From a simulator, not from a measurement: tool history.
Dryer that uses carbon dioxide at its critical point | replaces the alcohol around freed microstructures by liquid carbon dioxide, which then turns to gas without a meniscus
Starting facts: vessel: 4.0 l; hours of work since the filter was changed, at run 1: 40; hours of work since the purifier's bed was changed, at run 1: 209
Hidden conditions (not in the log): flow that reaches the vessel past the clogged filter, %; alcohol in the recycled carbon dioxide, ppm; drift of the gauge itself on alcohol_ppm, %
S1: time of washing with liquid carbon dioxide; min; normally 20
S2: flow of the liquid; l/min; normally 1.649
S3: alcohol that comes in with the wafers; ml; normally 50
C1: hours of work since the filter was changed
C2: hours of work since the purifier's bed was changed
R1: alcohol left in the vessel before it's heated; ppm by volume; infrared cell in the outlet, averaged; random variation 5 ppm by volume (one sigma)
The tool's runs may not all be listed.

Run 1, hour 0: usual settings; C1 40; C2 209. Result: R1 46 ppm by volume.
Run 2, hour 26.4: usual settings but S2 2.14 l/min; C1 56; C2 224. Result: R1 50 ppm by volume.
Run 3, hour 60.9: usual settings but S2 2.14 l/min; C1 76; C2 245. Result: R1 46 ppm by volume.
Run 4, hour 85.7: usual settings but S2 2.14 l/min; C1 90; C2 259. Result: R1 54 ppm by volume.
Run 5, hour 119.2: usual settings but S3 70 ml; C1 110; C2 279. Result: R1 65 ppm by volume.
Run 6, hour 139.7: usual settings but S3 70 ml; C1 122; C2 291. Result: R1 72 ppm by volume.
Run 7, hour 158.4: usual settings but S3 48 ml; C1 133; C2 302. Result: R1 66 ppm by volume.
Run 8, hour 183: usual settings but S3 48 ml; C1 148; C2 316. Result: R1 77 ppm by volume.
Run 9, hour 219: usual settings but S3 48 ml; C1 169; C2 338. Result: R1 66 ppm by volume.
Run 10, hour 233.8: usual settings but S2 2.23 l/min, S3 48 ml; C1 178; C2 346. Result: R1 59 ppm by volume.
Run 11, hour 269.3: usual settings but S2 2.23 l/min, S3 48 ml; C1 199; C2 367. Result: R1 57 ppm by volume.
Run 12, hour 304: usual settings but S2 2.23 l/min, S3 48 ml; C1 219; C2 388. Result: R1 62 ppm by volume.
Run 13, hour 339.6: usual settings but S2 2.23 l/min, S3 48 ml; C1 240; C2 409. Result: R1 72 ppm by volume.
At hour 365.3: inlet filter changed.
Run 14, hour 371: usual settings but S2 2.23 l/min, S3 48 ml; C1 3; C2 427. Result: R1 69 ppm by volume.
Run 15, hour 403.4: usual settings but S1 17 min, S2 2.27 l/min, S3 48 ml; C1 22; C2 446. Result: R1 75 ppm by volume.
Run 16, hour 434.4: usual settings but S1 15 min, S2 2.04 l/min, S3 28 ml; C1 41; C2 464. Result: R1 89 ppm by volume.
Run 17, hour 453.7: usual settings but S1 22 min, S3 90 ml; C1 52; C2 475. Result: R1 85 ppm by volume.
Run 18, hour 474.9: usual settings but S1 22 min, S3 90 ml; C1 65; C2 488. Result: R1 96 ppm by volume.

Estimate the outcome of run 19 from the log above:
Run 19, hour 494.9: usual settings but S1 22 min, S3 90 ml; C1 76; C2 499. Result: R1 ?.

R1: 102 ppm by volume
Take away the tool's hidden state, keep the run-to-run variation as it was, and the same run would have given R1 17 ppm by volume.
